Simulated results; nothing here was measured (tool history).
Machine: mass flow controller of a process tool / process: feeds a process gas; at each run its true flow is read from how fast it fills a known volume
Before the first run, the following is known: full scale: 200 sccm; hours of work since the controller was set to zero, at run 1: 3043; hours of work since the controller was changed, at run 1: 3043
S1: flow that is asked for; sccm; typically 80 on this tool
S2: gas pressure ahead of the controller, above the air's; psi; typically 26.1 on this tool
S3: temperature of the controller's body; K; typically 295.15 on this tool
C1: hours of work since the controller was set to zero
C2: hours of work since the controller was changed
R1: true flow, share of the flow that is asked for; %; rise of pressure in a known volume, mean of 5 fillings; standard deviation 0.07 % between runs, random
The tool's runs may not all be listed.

run,hour,S1,S2,S3,C1,C2,R1
1,0,80,26.1,295.15,3043,3043,99.23
2,296,80,26.1,295.15,3191,3191,99.42
3,492.9,80,26.1,295.15,3290,3290,99.43
4,716,80,26.1,295.15,3402,3402,99.4
5,905.8,80,26.1,295.15,3497,3497,99.49
6,1157,80,26.1,295.15,3622,3622,99.58
7,1521.9,80,26.1,295.15,3805,3805,99.76
8,1721.8,80,26.1,295.15,3905,3905,99.6
9,1962.2,80,23.2,295.15,4025,4025,99.84
10,2327.8,21,26.1,295.15,4208,4208,99.55
11,2639.4,21,26.1,295.15,4364,4364,99.61
12,2943.4,21,26.1,295.15,4516,4516,99.59
13,3137.5,21,26.1,296.15,4613,4613,99.89
14,3431.3,21,26.1,296.15,4760,4760,99.95
15,3605.9,21,26.1,296.15,4848,4848,99.81
16,3854.9,21,20.7,296.15,4972,4972,100.22
# hour 4121.2: controller's zero set anew
17,4199.1,21,20.7,305.15,39,5144,101
18,4595.3,65,36.7,301.15,237,5342,100.59
19,4838.2,139,24.5,297.15,359,5464,101.12
20,5103.7,38,34.7,306.15,492,5597,100.99
21,5405,80,40.2,295.15,642,5748,100.38
22,5650.8,80,40.2,295.15,765,5871,100.33
23,6075.4,80,40.2,295.15,978,6083,100.43
24,6283.3,21,30.3,306.15,1082,6187,101.33
25,6520.4,74,28.4,299.15,1201,6306,101.35
26,6761.8,90,26.1,295.15,1321,6426,101.17
27,7064.9,60,21.6,300.15,1473,6578,101.43

Predict each of these 4 candidate next runs independently; none follows another, all start after run 27:
A,7419.2,60,22,300.15,1650,6755,?
B,7419.2,26,23.6,312.15,1650,6755,?
C,7419.2,29,21.5,295.15,1650,6755,?
D,7419.2,175,29.4,300.15,1650,6755,?

run,R1
A,101.6
B,102.34
C,101.15
D,102.06
Had the tool no hidden state, the same runs would have come out as:
run,R1
A,99.59
B,100.33
C,99.16
D,100.04

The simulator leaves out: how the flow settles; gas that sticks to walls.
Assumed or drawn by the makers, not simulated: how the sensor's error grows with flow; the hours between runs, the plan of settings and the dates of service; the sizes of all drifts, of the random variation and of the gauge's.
